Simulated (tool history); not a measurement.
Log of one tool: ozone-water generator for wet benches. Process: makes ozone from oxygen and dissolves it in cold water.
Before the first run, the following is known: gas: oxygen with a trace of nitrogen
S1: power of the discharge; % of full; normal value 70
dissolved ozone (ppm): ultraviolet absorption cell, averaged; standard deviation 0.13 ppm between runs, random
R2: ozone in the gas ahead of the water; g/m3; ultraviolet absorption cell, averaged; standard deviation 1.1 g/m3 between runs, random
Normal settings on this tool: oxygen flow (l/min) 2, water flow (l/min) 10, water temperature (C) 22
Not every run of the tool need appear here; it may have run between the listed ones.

{"run": 1, "hour": 0.0, "S1": 70, "oxygen flow (l/min)": 2, "water flow (l/min)": 10, "water temperature (C)": 22, "dissolved ozone (ppm)": 11.7, "R2": 174.8}
{"run": 2, "hour": 163.2, "S1": 53, "oxygen flow (l/min)": 2, "water flow (l/min)": 10, "water temperature (C)": 22, "dissolved ozone (ppm)": 9.9, "R2": 148.5}
{"run": 3, "hour": 330.9, "S1": 80, "oxygen flow (l/min)": 2, "water flow (l/min)": 10, "water temperature (C)": 22, "dissolved ozone (ppm)": 12.6, "R2": 183.7}
{"run": 4, "hour": 489.1, "S1": 80, "oxygen flow (l/min)": 2, "water flow (l/min)": 10, "water temperature (C)": 22, "dissolved ozone (ppm)": 12.4, "R2": 181.7}
{"run": 5, "hour": 590.8, "S1": 80, "oxygen flow (l/min)": 2, "water flow (l/min)": 10, "water temperature (C)": 25, "dissolved ozone (ppm)": 11.6, "R2": 183.3}
{"run": 6, "hour": 794.9, "S1": 70, "oxygen flow (l/min)": 2, "water flow (l/min)": 10, "water temperature (C)": 22, "dissolved ozone (ppm)": 11.1, "R2": 170.8}
{"run": 7, "hour": 913.6, "S1": 70, "oxygen flow (l/min)": 2, "water flow (l/min)": 8, "water temperature (C)": 22, "dissolved ozone (ppm)": 13.2, "R2": 168.4}
{"hour": 989.3, "done": "electrodes of the discharge changed"}
{"run": 8, "hour": 1120.5, "S1": 70, "oxygen flow (l/min)": 2, "water flow (l/min)": 8, "water temperature (C)": 22, "dissolved ozone (ppm)": 15.7, "R2": 202.2}
{"run": 9, "hour": 1280.7, "S1": 70, "oxygen flow (l/min)": 2, "water flow (l/min)": 8, "water temperature (C)": 22, "dissolved ozone (ppm)": 15.7, "R2": 200.8}
{"run": 10, "hour": 1434.0, "S1": 70, "oxygen flow (l/min)": 2, "water flow (l/min)": 8, "water temperature (C)": 22, "dissolved ozone (ppm)": 15.5, "R2": 198.7}
{"run": 11, "hour": 1594.7, "S1": 58, "oxygen flow (l/min)": 2, "water flow (l/min)": 10, "water temperature (C)": 22, "dissolved ozone (ppm)": 11.1, "R2": 176.1}
{"run": 12, "hour": 1765.6, "S1": 58, "oxygen flow (l/min)": 2, "water flow (l/min)": 10, "water temperature (C)": 22, "dissolved ozone (ppm)": 11.4, "R2": 173.2}
{"run": 13, "hour": 1935.2, "S1": 70, "oxygen flow (l/min)": 2, "water flow (l/min)": 10, "water temperature (C)": 22, "dissolved ozone (ppm)": 12.7, "R2": 196.9}
{"hour": 1944.5, "done": "water thermometer calibrated"}
{"hour": 1980.7, "done": "contactor cleaned"}
{"run": 14, "hour": 2029.8, "S1": 70, "oxygen flow (l/min)": 2, "water flow (l/min)": 10, "water temperature (C)": 22, "dissolved ozone (ppm)": 13.2, "R2": 195.7}
{"run": 15, "hour": 2201.0, "S1": 70, "oxygen flow (l/min)": 3.39, "water flow (l/min)": 10, "water temperature (C)": 22, "dissolved ozone (ppm)": 13.7, "R2": 154.9}
{"run": 16, "hour": 2312.7, "S1": 70, "oxygen flow (l/min)": 3.39, "water flow (l/min)": 10, "water temperature (C)": 22, "dissolved ozone (ppm)": 13.7, "R2": 153.6}
{"hour": 2493.4, "done": "water thermometer calibrated, once more"}
{"run": 17, "hour": 2507.8, "S1": 70, "oxygen flow (l/min)": 3.39, "water flow (l/min)": 10, "water temperature (C)": 22, "dissolved ozone (ppm)": 13.6, "R2": 154.1}
{"run": 18, "hour": 2595.4, "S1": 70, "oxygen flow (l/min)": 2, "water flow (l/min)": 7, "water temperature (C)": 18, "dissolved ozone (ppm)": 17.7, "R2": 190.3}
{"run": 19, "hour": 2729.8, "S1": 70, "oxygen flow (l/min)": 1.62, "water flow (l/min)": 7, "water temperature (C)": 18, "dissolved ozone (ppm)": 17.2, "R2": 207.5}
{"run": 20, "hour": 2865.7, "S1": 70, "oxygen flow (l/min)": 1.62, "water flow (l/min)": 7, "water temperature (C)": 18, "dissolved ozone (ppm)": 16.8, "R2": 209}
{"run": 21, "hour": 2967.0, "S1": 70, "oxygen flow (l/min)": 1.62, "water flow (l/min)": 7, "water temperature (C)": 18, "dissolved ozone (ppm)": 16.7, "R2": 204.6}
{"run": 22, "hour": 3063.1, "S1": 70, "oxygen flow (l/min)": 2.34, "water flow (l/min)": 8, "water temperature (C)": 22, "dissolved ozone (ppm)": 15.1, "R2": 177.1}
{"run": 23, "hour": 3219.0, "S1": 81, "oxygen flow (l/min)": 2.34, "water flow (l/min)": 7, "water temperature (C)": 22, "dissolved ozone (ppm)": 17.8, "R2": 193.9}
{"run": 24, "hour": 3369.8, "S1": 81, "oxygen flow (l/min)": 2.34, "water flow (l/min)": 7, "water temperature (C)": 23, "dissolved ozone (ppm)": 17.6, "R2": 191.4}
{"run": 25, "hour": 3574.0, "S1": 81, "oxygen flow (l/min)": 2.34, "water flow (l/min)": 7, "water temperature (C)": 15, "dissolved ozone (ppm)": 19.5, "R2": 191.4}
{"run": 26, "hour": 3772.7, "S1": 81, "oxygen flow (l/min)": 2.34, "water flow (l/min)": 7, "water temperature (C)": 15, "dissolved ozone (ppm)": 19.3, "R2": 189.4}
{"run": 27, "hour": 3926.3, "S1": 87, "oxygen flow (l/min)": 2, "water flow (l/min)": 8, "water temperature (C)": 22, "dissolved ozone (ppm)": 15.9, "R2": 208.4}
{"run": 28, "hour": 4135.4, "S1": 75, "oxygen flow (l/min)": 2, "water flow (l/min)": 8, "water temperature (C)": 23, "dissolved ozone (ppm)": 14.5, "R2": 187.6}
{"run": 29, "hour": 4290.2, "S1": 70, "oxygen flow (l/min)": 3.51, "water flow (l/min)": 11, "water temperature (C)": 22, "dissolved ozone (ppm)": 11.7, "R2": 142.3}
{"hour": 4345.7, "done": "contactor cleaned"}
{"run": 30, "hour": 4497.6, "S1": 61, "oxygen flow (l/min)": 3.51, "water flow (l/min)": 11, "water temperature (C)": 25, "dissolved ozone (ppm)": 10.4, "R2": 130.6}
{"run": 31, "hour": 4621.6, "S1": 61, "oxygen flow (l/min)": 3.51, "water flow (l/min)": 11, "water temperature (C)": 25, "dissolved ozone (ppm)": 10.6, "R2": 131.6}
{"run": 32, "hour": 4798.8, "S1": 54, "oxygen flow (l/min)": 1.81, "water flow (l/min)": 10, "water temperature (C)": 23, "dissolved ozone (ppm)": 10.1, "R2": 159.8}
{"run": 33, "hour": 4926.5, "S1": 68, "oxygen flow (l/min)": 2.14, "water flow (l/min)": 15, "water temperature (C)": 26, "dissolved ozone (ppm)": 8.1, "R2": 168.3}

Here are 3 independent what-if runs from the current tool condition. What would each one return?
{"run": "A", "hour": 5121.9, "S1": 52, "oxygen flow (l/min)": 2.14, "water flow (l/min)": 15, "water temperature (C)": 16, "dissolved ozone (ppm)": "?", "R2": "?"}
{"run": "B", "hour": 5121.9, "S1": 68, "oxygen flow (l/min)": 2.14, "water flow (l/min)": 7, "water temperature (C)": 26, "dissolved ozone (ppm)": "?", "R2": "?"}
{"run": "C", "hour": 5121.9, "S1": 70, "oxygen flow (l/min)": 3.23, "water flow (l/min)": 13, "water temperature (C)": 21, "dissolved ozone (ppm)": "?", "R2": "?"}

run=A dissolved_ozone_(ppm)=7.5 R2=144.7
run=B dissolved_ozone_(ppm)=14.1 R2=167.9
run=C dissolved_ozone_(ppm)=10.3 R2=145.1
Without the tool's hidden state the same runs would have given:
run=A dissolved_ozone_(ppm)=8.6 R2=161.6
run=B dissolved_ozone_(ppm)=16.4 R2=191.6
run=C dissolved_ozone_(ppm)=12 R2=165.8

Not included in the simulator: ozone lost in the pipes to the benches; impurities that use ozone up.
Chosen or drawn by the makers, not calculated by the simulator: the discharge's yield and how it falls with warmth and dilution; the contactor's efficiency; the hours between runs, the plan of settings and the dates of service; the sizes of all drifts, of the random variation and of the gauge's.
